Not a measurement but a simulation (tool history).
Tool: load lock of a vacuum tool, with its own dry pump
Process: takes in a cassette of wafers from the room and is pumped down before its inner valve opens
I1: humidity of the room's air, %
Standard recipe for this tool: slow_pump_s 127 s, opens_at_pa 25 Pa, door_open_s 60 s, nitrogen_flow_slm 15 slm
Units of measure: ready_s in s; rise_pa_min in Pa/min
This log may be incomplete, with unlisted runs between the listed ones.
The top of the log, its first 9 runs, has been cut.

run 10 hour=2144 | slow_pump_s=127 opens_at_pa=25 door_open_s=96 nitrogen_flow_slm=15 | I1=44.3 | ready_s=193.9 rise_pa_min=0.019
run 11 hour=2472.3 | slow_pump_s=127 opens_at_pa=25 door_open_s=96 nitrogen_flow_slm=15 | I1=45.2 | ready_s=192.2 rise_pa_min=0.02
run 12 hour=2758.9 | slow_pump_s=127 opens_at_pa=25 door_open_s=96 nitrogen_flow_slm=15 | I1=46.5 | ready_s=192.8 rise_pa_min=0.022
run 13 hour=2967 | slow_pump_s=127 opens_at_pa=25 door_open_s=96 nitrogen_flow_slm=15 | I1=45 | ready_s=193.8 rise_pa_min=0.017
run 14 hour=3220.8 | slow_pump_s=127 opens_at_pa=25 door_open_s=60 nitrogen_flow_slm=15 | I1=45.4 | ready_s=194.9 rise_pa_min=0.016
run 15 hour=3421.2 | slow_pump_s=127 opens_at_pa=25 door_open_s=60 nitrogen_flow_slm=15 | I1=42.6 | ready_s=193.1 rise_pa_min=0.015
run 16 hour=3699.4 | slow_pump_s=127 opens_at_pa=25 door_open_s=60 nitrogen_flow_slm=15 | I1=45.1 | ready_s=193.7 rise_pa_min=0.012
run 17 hour=3836.6 | slow_pump_s=127 opens_at_pa=25 door_open_s=147 nitrogen_flow_slm=15 | I1=41.5 | ready_s=192.8 rise_pa_min=0.016
run 18 hour=4098.2 | slow_pump_s=127 opens_at_pa=25 door_open_s=147 nitrogen_flow_slm=15 | I1=42.1 | ready_s=194.5 rise_pa_min=0.023
run 19 hour=4356.1 | slow_pump_s=72 opens_at_pa=40 door_open_s=41 nitrogen_flow_slm=19 | I1=46.4 | ready_s=144.6 rise_pa_min=0.02
run 20 hour=4528 | slow_pump_s=118 opens_at_pa=19 door_open_s=31 nitrogen_flow_slm=7 | I1=45.6 | ready_s=189.2 rise_pa_min=0.016
run 21 hour=4754.7 | slow_pump_s=118 opens_at_pa=19 door_open_s=31 nitrogen_flow_slm=7 | I1=46.8 | ready_s=188.7 rise_pa_min=0.023
run 22 hour=5015.1 | slow_pump_s=147 opens_at_pa=25 door_open_s=60 nitrogen_flow_slm=15 | I1=47.8 | ready_s=208.4 rise_pa_min=0.019
run 23 hour=5216.9 | slow_pump_s=127 opens_at_pa=19 door_open_s=60 nitrogen_flow_slm=15 | I1=41 | ready_s=196.2 rise_pa_min=0.017
run 24 hour=5484.8 | slow_pump_s=127 opens_at_pa=19 door_open_s=60 nitrogen_flow_slm=15 | I1=47.3 | ready_s=197.9 rise_pa_min=0.017
run 25 hour=5641.6 | slow_pump_s=94 opens_at_pa=19 door_open_s=60 nitrogen_flow_slm=32 | I1=44.2 | ready_s=170.3 rise_pa_min=0.015
run 26 hour=5907.2 | slow_pump_s=231 opens_at_pa=45 door_open_s=134 nitrogen_flow_slm=12 | I1=43.6 | ready_s=267.9 rise_pa_min=0.027

Estimate the outcome of run 27 from the log above:
-- hour=6222.8 door's seal changed, seat wiped
run 27 hour=6236.8 | slow_pump_s=189 opens_at_pa=45 door_open_s=35 nitrogen_flow_slm=12 | I1=41.8 | ready_s=? rise_pa_min=?

{"run 27": {"ready_s": 237.9, "rise_pa_min": 0.012}}
Take away the tool's hidden state, keep the run-to-run variation as it was, and the same run would have given ready_s 237.9 s, rise_pa_min 0.012 Pa/min.
